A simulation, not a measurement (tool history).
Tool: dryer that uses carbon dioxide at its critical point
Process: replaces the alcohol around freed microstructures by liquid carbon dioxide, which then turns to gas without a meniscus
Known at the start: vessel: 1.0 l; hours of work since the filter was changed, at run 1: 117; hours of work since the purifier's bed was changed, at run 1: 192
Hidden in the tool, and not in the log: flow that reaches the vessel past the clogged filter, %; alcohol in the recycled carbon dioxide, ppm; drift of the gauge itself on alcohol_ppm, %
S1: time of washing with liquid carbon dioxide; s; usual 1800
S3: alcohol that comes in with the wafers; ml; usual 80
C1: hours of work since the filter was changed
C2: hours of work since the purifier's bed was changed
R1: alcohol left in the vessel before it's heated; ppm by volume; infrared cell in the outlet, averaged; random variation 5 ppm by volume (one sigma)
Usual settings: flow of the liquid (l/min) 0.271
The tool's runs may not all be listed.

Run 1, hour 0: usual settings; C1 117; C2 192. Result: R1 111 ppm by volume.
Run 2, hour 22: usual settings; C1 126; C2 201. Result: R1 115 ppm by volume.
Run 3, hour 47: usual settings; C1 135; C2 210. Result: R1 129 ppm by volume.
Run 4, hour 62.5: usual settings; C1 141; C2 216. Result: R1 142 ppm by volume.
Run 5, hour 75.9: usual settings but flow of the liquid (l/min) 0.193; C1 147; C2 222. Result: R1 848 ppm by volume.
Run 6, hour 91.4: usual settings but flow of the liquid (l/min) 0.193; C1 153; C2 228. Result: R1 871 ppm by volume.
At hour 119.3: inlet filter changed.
Run 7, hour 119.3: usual settings; C1 0; C2 238. Result: R1 54 ppm by volume.
Run 8, hour 132.6: usual settings; C1 5; C2 243. Result: R1 60 ppm by volume.
Run 9, hour 154.4: usual settings; C1 14; C2 252. Result: R1 78 ppm by volume.
Run 10, hour 177.7: usual settings; C1 23; C2 261. Result: R1 63 ppm by volume.
Run 11, hour 195: usual settings; C1 30; C2 268. Result: R1 72 ppm by volume.
Run 12, hour 212: usual settings; C1 36; C2 275. Result: R1 76 ppm by volume.
Run 13, hour 234.4: usual settings but S1 1380 s; C1 45; C2 283. Result: R1 318 ppm by volume.
Run 14, hour 252.7: usual settings but S1 1380 s; C1 52; C2 291. Result: R1 330 ppm by volume.
Run 15, hour 277.2: usual settings but S1 1380 s; C1 62; C2 300. Result: R1 349 ppm by volume.
Run 16, hour 295: usual settings but S1 1380 s, flow of the liquid (l/min) 0.165; C1 69; C2 307. Result: R1 3053 ppm by volume.
Run 17, hour 308.7: usual settings but S1 1380 s, flow of the liquid (l/min) 0.165; C1 74; C2 312. Result: R1 3054 ppm by volume.
Run 18, hour 333.2: usual settings but S1 1380 s, flow of the liquid (l/min) 0.165; C1 84; C2 322. Result: R1 3199 ppm by volume.
Run 19, hour 356.3: usual settings but S1 1380 s, flow of the liquid (l/min) 0.165; C1 93; C2 331. Result: R1 3331 ppm by volume.
Run 20, hour 376.5: usual settings but flow of the liquid (l/min) 0.252; C1 101; C2 339. Result: R1 175 ppm by volume.
Run 21, hour 400.2: usual settings but S1 1620 s; C1 110; C2 348. Result: R1 214 ppm by volume.
Run 22, hour 414: usual settings but S1 1620 s; C1 115; C2 354. Result: R1 228 ppm by volume.
Run 23, hour 439.8: usual settings but S1 1620 s; C1 125; C2 364. Result: R1 236 ppm by volume.
Run 24, hour 457.1: usual settings but S1 1620 s; C1 132; C2 371. Result: R1 248 ppm by volume.
Run 25, hour 477.2: usual settings but S1 1680 s, flow of the liquid (l/min) 0.351, S3 24 ml; C1 140; C2 378. Result: R1 43 ppm by volume.
Run 26, hour 494.1: usual settings but S1 1440 s, flow of the liquid (l/min) 0.451, S3 20 ml; C1 147; C2 385. Result: R1 36 ppm by volume.
Run 27, hour 515.9: usual settings but S1 2400 s; C1 155; C2 394. Result: R1 52 ppm by volume.
Run 28, hour 529: usual settings but S1 2400 s; C1 160; C2 399. Result: R1 50 ppm by volume.

The next listed run, before its measurement:
At hour 538.9: inlet filter changed.
Run 29, hour 544: usual settings but S1 2400 s; C1 2; C2 404. Result: R1 ?.

R1: 32 ppm by volume
Without the tool's hidden state the same run would have given R1 1 ppm by volume.
